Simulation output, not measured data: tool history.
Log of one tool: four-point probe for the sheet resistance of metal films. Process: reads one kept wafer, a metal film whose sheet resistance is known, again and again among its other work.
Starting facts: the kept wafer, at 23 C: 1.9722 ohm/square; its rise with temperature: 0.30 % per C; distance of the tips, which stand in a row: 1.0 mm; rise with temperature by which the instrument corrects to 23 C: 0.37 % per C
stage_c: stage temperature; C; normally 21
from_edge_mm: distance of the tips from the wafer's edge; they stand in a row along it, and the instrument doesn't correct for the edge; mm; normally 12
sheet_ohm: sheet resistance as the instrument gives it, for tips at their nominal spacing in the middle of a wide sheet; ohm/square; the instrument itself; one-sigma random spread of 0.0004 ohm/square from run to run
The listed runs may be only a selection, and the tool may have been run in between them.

run 1 hour=0.0 | stage_c=21 from_edge_mm=12 | sheet_ohm=1.982797
run 2 hour=12.9 | stage_c=21 from_edge_mm=13 | sheet_ohm=1.981408
run 3 hour=27.4 | stage_c=21 from_edge_mm=13 | sheet_ohm=1.980994
run 4 hour=35.5 | stage_c=21 from_edge_mm=33 | sheet_ohm=1.975993
run 5 hour=47.7 | stage_c=21 from_edge_mm=12 | sheet_ohm=1.982886
run 6 hour=62.6 | stage_c=25 from_edge_mm=12 | sheet_ohm=1.976860
run 7 hour=73.6 | stage_c=25 from_edge_mm=12 | sheet_ohm=1.976609
run 8 hour=85.2 | stage_c=25 from_edge_mm=12 | sheet_ohm=1.976875
run 9 hour=97.6 | stage_c=24 from_edge_mm=12 | sheet_ohm=1.978484
run 10 hour=108.6 | stage_c=24 from_edge_mm=12 | sheet_ohm=1.977739
run 11 hour=118.3 | stage_c=24 from_edge_mm=12 | sheet_ohm=1.978632
run 12 hour=126.1 | stage_c=24 from_edge_mm=12 | sheet_ohm=1.978355
run 13 hour=136.4 | stage_c=24 from_edge_mm=12 | sheet_ohm=1.977899

Estimate the outcome of run 14 from the log above:
run 14 hour=151.1 | stage_c=29 from_edge_mm=65 | sheet_ohm=?

sheet_ohm: 1.964132 ohm/square
On a tool with no hidden condition, and with the same random variation, this run would have come out at sheet_ohm 1.964053 ohm/square.
